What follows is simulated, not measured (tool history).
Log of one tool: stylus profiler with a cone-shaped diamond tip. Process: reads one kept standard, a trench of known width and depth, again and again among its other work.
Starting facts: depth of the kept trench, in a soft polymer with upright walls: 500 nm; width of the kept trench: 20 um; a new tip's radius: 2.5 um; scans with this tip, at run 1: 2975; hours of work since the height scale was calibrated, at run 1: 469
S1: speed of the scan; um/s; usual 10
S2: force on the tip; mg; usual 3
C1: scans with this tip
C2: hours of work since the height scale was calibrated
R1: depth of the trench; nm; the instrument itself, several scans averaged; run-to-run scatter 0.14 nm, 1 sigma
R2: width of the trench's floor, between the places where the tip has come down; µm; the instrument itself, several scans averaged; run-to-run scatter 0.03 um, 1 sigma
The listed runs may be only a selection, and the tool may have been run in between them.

| run | hour | S1 | S2 | C1 | C2 | R1 | R2 |
|---|---|---|---|---|---|---|---|
| 1 | 0 | 10 | 3 | 2975 | 469 | 507.29 | 16.72 |
| 2 | 21.8 | 10 | 3 | 3076 | 485 | 506.85 | 16.7 |
| 3 | 51 | 10 | 3 | 3212 | 507 | 507.01 | 16.75 |
| 4 | 79 | 10 | 3 | 3342 | 527 | 506.91 | 16.7 |
| 5 | 94.6 | 10 | 3 | 3414 | 539 | 506.87 | 16.71 |
| 6 | 129.7 | 10 | 3.38 | 3577 | 564 | 507.33 | 16.74 |
| 7 | 148.7 | 10 | 1.87 | 3666 | 578 | 504.66 | 16.69 |
| 8 | 171.8 | 10 | 1.87 | 3773 | 595 | 504.49 | 16.68 |
| 9 | 202 | 10 | 3 | 3913 | 617 | 506.71 | 16.7 |
| 10 | 233.3 | 23 | 2.65 | 4059 | 640 | 506.07 | 16.63 |
| 11 | 262.2 | 2 | 8.13 | 4193 | 662 | 514.3 | 16.66 |
| 12 | 286.3 | 9 | 7.26 | 4305 | 679 | 513.46 | 16.68 |
| 13 | 322.6 | 36 | 3.55 | 4473 | 706 | 507.5 | 16.57 |
| 14 | 338.3 | 36 | 3.55 | 4547 | 717 | 507.45 | 16.63 |
| 15 | 368.7 | 3 | 3.31 | 4687 | 740 | 507 | 16.69 |
| 16 | 403 | 2 | 4.93 | 4847 | 765 | 509.79 | 16.67 |
| 17 | 439.3 | 2 | 4.93 | 5016 | 791 | 509.53 | 16.67 |

Branching from run 17: 5 alternative next runs. What would each branch give?
| A | 463.9 | 3 | 2.32 | 5130 | 809 | ? | ? |
| B | 463.9 | 2 | 5.52 | 5130 | 809 | ? | ? |
| C | 463.9 | 10 | 3.48 | 5130 | 809 | ? | ? |
| D | 463.9 | 31 | 1.27 | 5130 | 809 | ? | ? |
| E | 463.9 | 14 | 1.16 | 5130 | 809 | ? | ? |

| run | R1 | R2 |
|---|---|---|
| A | 505.01 | 16.61 |
| B | 510.31 | 16.7 |
| C | 506.97 | 16.62 |
| D | 502.44 | 16.55 |
| E | 502.31 | 16.61 |
What these runs would have given with no unlogged condition in the tool:
| run | R1 | R2 |
|---|---|---|
| A | 507.23 | 16.97 |
| B | 512.55 | 17.06 |
| C | 509.19 | 16.98 |
| D | 504.65 | 16.91 |
| E | 504.51 | 16.97 |
